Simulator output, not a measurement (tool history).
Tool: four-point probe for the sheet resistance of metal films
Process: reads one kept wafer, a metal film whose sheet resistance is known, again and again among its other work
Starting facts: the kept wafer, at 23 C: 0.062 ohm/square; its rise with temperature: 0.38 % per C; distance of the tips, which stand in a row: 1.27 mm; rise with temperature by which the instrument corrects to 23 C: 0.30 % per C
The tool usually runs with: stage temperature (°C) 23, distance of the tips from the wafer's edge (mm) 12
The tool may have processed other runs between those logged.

run,hour,stage temperature (°C),distance of the tips from the wafer's edge (mm),sheet resistance as the instrument gives it (ohm/square)
1,0,23,12,0.062371
2,54.5,23,12,0.062395
3,130.6,23,51,0.062021
4,235.7,23,51,0.062021
5,333.5,23,51,0.062006
6,401.1,23,51,0.062042
7,446.9,23,51,0.062
8,532.1,23,51,0.061995
# hour 600.7: stage's thermometer calibrated
9,600.7,23,12,0.062388
10,648.2,23,12,0.062348
11,737.8,23,12,0.062391
12,786.7,23,12,0.062371
13,838.6,23,12,0.062379
14,899.6,23,6,0.063479
15,948.2,23,6,0.063441
16,1001.6,23,6,0.063452
17,1101.8,23,6,0.063463
18,1155,23,6,0.063478
19,1228.4,19,12,0.062154
20,1281,23,12,0.062376
21,1352.8,23,12,0.06237
22,1417.7,23,12,0.062376
23,1488.1,23,12,0.062398
24,1579.8,21,6,0.063346
25,1670.7,23,9,0.062663
26,1752.2,23,9,0.062665
27,1817.2,23,9,0.062656
28,1885.9,24,39,0.062098
29,1963,24,5,0.06414
30,2067.4,29,11,0.06277
31,2170.9,21,11,0.062342
32,2234.1,33,39,0.062553
33,2336.8,22,31,0.062
34,2393.2,24,8,0.062895
35,2489,21,4,0.06507
36,2583.4,19,3,0.067181
37,2667.8,28,4,0.065459
38,2712.1,28,4,0.065456
# hour 2737.2: new probe head fitted
39,2763.9,27,26,0.06229
40,2810.2,27,26,0.062311
41,2893.6,27,26,0.062311
42,2949.4,27,26,0.062301
43,3023.9,23,40,0.062043
44,3096,23,40,0.062027
# hour 3152.7: stage's thermometer calibrated
45,3201.3,22,47,0.061979

Below are 3 alternative next runs, each starting from the tool's condition after run 45. Predict each:
A,3265.1,26,60,?
B,3265.1,20,72,?
C,3265.1,29,12,?

run,sheet resistance as the instrument gives it (ohm/square)
A,0.062174
B,0.061864
C,0.062675
Without the tool's unlogged condition, the same runs would have read:
run,sheet resistance as the instrument gives it (ohm/square)
A,0.062168
B,0.061859
C,0.062669
